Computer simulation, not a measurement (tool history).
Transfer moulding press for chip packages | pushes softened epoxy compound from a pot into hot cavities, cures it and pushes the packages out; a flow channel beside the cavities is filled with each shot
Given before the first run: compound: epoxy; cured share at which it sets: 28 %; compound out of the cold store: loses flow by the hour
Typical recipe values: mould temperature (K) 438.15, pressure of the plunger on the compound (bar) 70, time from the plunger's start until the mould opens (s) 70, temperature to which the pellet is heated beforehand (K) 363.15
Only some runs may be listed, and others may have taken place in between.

run,hour,mould temperature (K),pressure of the plunger on the compound (bar),time from the plunger's start until the mould opens (s),temperature to which the pellet is heated beforehand (K),incoming compound's hours out of the cold store,length that the compound runs in the flow channel (mm),greatest force on the pins that push the packages out (N)
1,0,438.15,70,70,363.15,11.3,784,1046
# hour 6: cavities cleaned with cleaning compound and waxed
# hour 63.7: plunger's sealing rings changed
# hour 65.2: cavities cleaned with cleaning compound and waxed
2,82.5,438.15,70,70,363.15,11,825,788
# hour 123.8: cavities cleaned with cleaning compound and waxed
3,155.5,438.15,70,70,363.15,43.9,686,839
# hour 182.8: cavities cleaned with cleaning compound and waxed
4,220.1,438.15,70,70,363.15,38.3,698,857
# hour 243: cavities cleaned with cleaning compound and waxed
# hour 287.2: mould's thermocouples calibrated
5,296.5,436.15,70,70,363.15,10,798,1282
# hour 301.8: cavities cleaned with cleaning compound and waxed
6,336.8,436.15,70,88,363.15,30.5,703,758
# hour 358.2: cavities cleaned with cleaning compound and waxed
# hour 381: plunger's sealing rings changed
# hour 415.2: cavities cleaned with cleaning compound and waxed
7,420.4,436.15,70,88,363.15,46.8,682,542
# hour 470.3: cavities cleaned with cleaning compound and waxed
8,470.3,432.15,70,70,363.15,39.5,714,803
9,520.5,438.15,70,70,363.15,19,759,1009
# hour 529.4: cavities cleaned with cleaning compound and waxed
10,576.7,438.15,70,70,363.15,22.6,757,1016
# hour 585.3: cavities cleaned with cleaning compound and waxed
11,614.8,438.15,70,70,363.15,12,790,968
# hour 641.7: cavities cleaned with cleaning compound and waxed
# hour 698.9: plunger's sealing rings changed
# hour 700.4: cavities cleaned with cleaning compound and waxed
12,700.4,438.15,70,70,363.15,17.6,803,594
13,745.6,438.15,52.3,70,363.15,47.6,588,964
# hour 759.4: cavities cleaned with cleaning compound and waxed
# hour 814.3: cavities cleaned with cleaning compound and waxed
14,814.3,436.15,52.3,106,356.15,33.6,623,453
15,852.8,438.15,69.2,72,363.15,22.5,762,919
# hour 870.5: cavities cleaned with cleaning compound and waxed
16,897.8,438.15,69.2,72,363.15,17.1,767,873
# hour 928.7: cavities cleaned with cleaning compound and waxed
17,980.2,438.15,70,70,358.15,47.1,653,992
# hour 988.1: cavities cleaned with cleaning compound and waxed
# hour 1014.6: plunger's sealing rings changed
18,1025.1,438.15,70,70,358.15,32.2,729,889
# hour 1044.4: cavities cleaned with cleaning compound and waxed
19,1062.1,434.15,70,99,364.15,9.6,833,666
# hour 1100: cavities cleaned with cleaning compound and waxed
20,1100,434.15,70,99,364.15,31.7,726,471
# hour 1147.2: mould's thermocouples calibrated
# hour 1155.8: cavities cleaned with cleaning compound and waxed
21,1155.8,434.15,70,99,364.15,31.6,736,485
22,1200.9,438.15,79.6,89,363.15,22.8,795,791
# hour 1210.9: cavities cleaned with cleaning compound and waxed
23,1262,432.15,54.5,89,361.15,27.2,647,953
# hour 1269.3: cavities cleaned with cleaning compound and waxed
# hour 1325.1: cavities cleaned with cleaning compound and waxed
# hour 1332.5: plunger's sealing rings changed
24,1347,443.15,86.2,56,358.15,35.1,807,1013
# hour 1381.8: cavities cleaned with cleaning compound and waxed
25,1412.2,438.15,70,52,373.15,43.5,683,1716

Below are 4 alternative next runs, each starting from the tool's condition after run 25. Predict each:
# hour 1438.6: cavities cleaned with cleaning compound and waxed
A,1475.3,438.15,64.7,65,373.15,34.4,?,?
# hour 1438.6: cavities cleaned with cleaning compound and waxed
B,1475.3,438.15,70,52,368.15,28.2,?,?
# hour 1438.6: cavities cleaned with cleaning compound and waxed
C,1475.3,438.15,70,70,368.15,21.5,?,?
# hour 1438.6: cavities cleaned with cleaning compound and waxed
D,1475.3,438.15,70,53,373.15,44.9,?,?

run,length that the compound runs in the flow channel (mm),greatest force on the pins that push the packages out (N)
A,686,1009
B,748,1900
C,780,942
D,669,1618
Take away the tool's hidden state, keep each run's random variation, and the runs would have read:
run,length that the compound runs in the flow channel (mm),greatest force on the pins that push the packages out (N)
A,706,622
B,770,1177
C,803,580
D,688,1005

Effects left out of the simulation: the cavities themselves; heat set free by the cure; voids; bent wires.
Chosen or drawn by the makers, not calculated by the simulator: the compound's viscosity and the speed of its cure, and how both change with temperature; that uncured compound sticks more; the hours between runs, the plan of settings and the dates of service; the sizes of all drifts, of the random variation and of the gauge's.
